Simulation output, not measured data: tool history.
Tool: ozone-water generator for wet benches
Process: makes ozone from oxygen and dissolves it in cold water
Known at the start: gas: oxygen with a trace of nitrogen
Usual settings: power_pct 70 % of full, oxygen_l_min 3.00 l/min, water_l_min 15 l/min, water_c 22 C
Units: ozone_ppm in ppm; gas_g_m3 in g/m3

{"run": 1, "hour": 0.0, "power_pct": 70, "oxygen_l_min": 3.0, "water_l_min": 15, "water_c": 22, "ozone_ppm": 14.1, "gas_g_m3": 214.1}
{"hour": 53.8, "done": "water thermometer calibrated"}
{"run": 2, "hour": 185.7, "power_pct": 70, "oxygen_l_min": 3.0, "water_l_min": 15, "water_c": 22, "ozone_ppm": 13.8, "gas_g_m3": 215.3}
{"run": 3, "hour": 383.4, "power_pct": 70, "oxygen_l_min": 3.0, "water_l_min": 16, "water_c": 22, "ozone_ppm": 12.8, "gas_g_m3": 215.4}
{"run": 4, "hour": 503.8, "power_pct": 70, "oxygen_l_min": 3.0, "water_l_min": 16, "water_c": 22, "ozone_ppm": 12.9, "gas_g_m3": 214.6}
{"run": 5, "hour": 598.2, "power_pct": 70, "oxygen_l_min": 3.0, "water_l_min": 16, "water_c": 22, "ozone_ppm": 13.0, "gas_g_m3": 211.9}
{"run": 6, "hour": 771.0, "power_pct": 46, "oxygen_l_min": 3.0, "water_l_min": 15, "water_c": 22, "ozone_ppm": 9.4, "gas_g_m3": 146.5}
{"run": 7, "hour": 864.9, "power_pct": 46, "oxygen_l_min": 3.0, "water_l_min": 15, "water_c": 22, "ozone_ppm": 9.5, "gas_g_m3": 147.1}
{"run": 8, "hour": 1085.0, "power_pct": 46, "oxygen_l_min": 3.0, "water_l_min": 15, "water_c": 22, "ozone_ppm": 9.2, "gas_g_m3": 145.9}
{"run": 9, "hour": 1186.4, "power_pct": 46, "oxygen_l_min": 3.0, "water_l_min": 15, "water_c": 22, "ozone_ppm": 9.4, "gas_g_m3": 146.0}
{"run": 10, "hour": 1329.3, "power_pct": 46, "oxygen_l_min": 3.0, "water_l_min": 15, "water_c": 22, "ozone_ppm": 9.3, "gas_g_m3": 144.4}
{"run": 11, "hour": 1434.0, "power_pct": 46, "oxygen_l_min": 3.0, "water_l_min": 15, "water_c": 22, "ozone_ppm": 9.5, "gas_g_m3": 146.6}
{"run": 12, "hour": 1625.7, "power_pct": 70, "oxygen_l_min": 3.0, "water_l_min": 15, "water_c": 22, "ozone_ppm": 13.4, "gas_g_m3": 211.4}
{"run": 13, "hour": 1762.8, "power_pct": 70, "oxygen_l_min": 3.0, "water_l_min": 15, "water_c": 24, "ozone_ppm": 13.2, "gas_g_m3": 209.4}
{"run": 14, "hour": 1879.4, "power_pct": 70, "oxygen_l_min": 3.0, "water_l_min": 15, "water_c": 22, "ozone_ppm": 13.6, "gas_g_m3": 209.9}
{"run": 15, "hour": 2048.3, "power_pct": 70, "oxygen_l_min": 3.0, "water_l_min": 15, "water_c": 22, "ozone_ppm": 13.3, "gas_g_m3": 208.7}
{"run": 16, "hour": 2203.0, "power_pct": 70, "oxygen_l_min": 3.0, "water_l_min": 15, "water_c": 22, "ozone_ppm": 13.2, "gas_g_m3": 207.8}
{"run": 17, "hour": 2316.7, "power_pct": 70, "oxygen_l_min": 3.0, "water_l_min": 15, "water_c": 22, "ozone_ppm": 13.1, "gas_g_m3": 210.5}
{"run": 18, "hour": 2476.3, "power_pct": 70, "oxygen_l_min": 2.92, "water_l_min": 15, "water_c": 16, "ozone_ppm": 14.0, "gas_g_m3": 211.0}
{"run": 19, "hour": 2612.6, "power_pct": 46, "oxygen_l_min": 1.77, "water_l_min": 14, "water_c": 16, "ozone_ppm": 8.7, "gas_g_m3": 172.0}
{"run": 20, "hour": 2704.5, "power_pct": 76, "oxygen_l_min": 1.77, "water_l_min": 14, "water_c": 16, "ozone_ppm": 13.5, "gas_g_m3": 264.4}
{"run": 21, "hour": 2836.6, "power_pct": 76, "oxygen_l_min": 1.77, "water_l_min": 14, "water_c": 16, "ozone_ppm": 13.3, "gas_g_m3": 260.6}
{"run": 22, "hour": 2960.1, "power_pct": 76, "oxygen_l_min": 1.77, "water_l_min": 14, "water_c": 16, "ozone_ppm": 13.5, "gas_g_m3": 261.5}
{"run": 23, "hour": 3138.1, "power_pct": 76, "oxygen_l_min": 2.18, "water_l_min": 20, "water_c": 19, "ozone_ppm": 9.2, "gas_g_m3": 245.6}
{"run": 24, "hour": 3289.3, "power_pct": 70, "oxygen_l_min": 3.87, "water_l_min": 14, "water_c": 22, "ozone_ppm": 14.6, "gas_g_m3": 190.0}
{"run": 25, "hour": 3398.8, "power_pct": 70, "oxygen_l_min": 3.87, "water_l_min": 14, "water_c": 22, "ozone_ppm": 14.3, "gas_g_m3": 188.4}
{"run": 26, "hour": 3501.7, "power_pct": 70, "oxygen_l_min": 3.87, "water_l_min": 14, "water_c": 22, "ozone_ppm": 14.5, "gas_g_m3": 188.5}
{"run": 27, "hour": 3716.7, "power_pct": 70, "oxygen_l_min": 3.87, "water_l_min": 14, "water_c": 22, "ozone_ppm": 14.5, "gas_g_m3": 187.4}
{"run": 28, "hour": 3916.5, "power_pct": 70, "oxygen_l_min": 2.08, "water_l_min": 14, "water_c": 26, "ozone_ppm": 11.7, "gas_g_m3": 229.6}
{"run": 29, "hour": 4026.4, "power_pct": 70, "oxygen_l_min": 2.08, "water_l_min": 14, "water_c": 26, "ozone_ppm": 11.6, "gas_g_m3": 230.9}

The next listed run, before its measurement:
{"run": 30, "hour": 4186.8, "power_pct": 56, "oxygen_l_min": 1.8, "water_l_min": 11, "water_c": 25, "ozone_ppm": "?", "gas_g_m3": "?"}

{"run 30": {"ozone_ppm": 11.8, "gas_g_m3": 198.4}}
Without the tool's hidden state the same run would have given ozone_ppm 14.2 ppm, gas_g_m3 211.8 g/m3.

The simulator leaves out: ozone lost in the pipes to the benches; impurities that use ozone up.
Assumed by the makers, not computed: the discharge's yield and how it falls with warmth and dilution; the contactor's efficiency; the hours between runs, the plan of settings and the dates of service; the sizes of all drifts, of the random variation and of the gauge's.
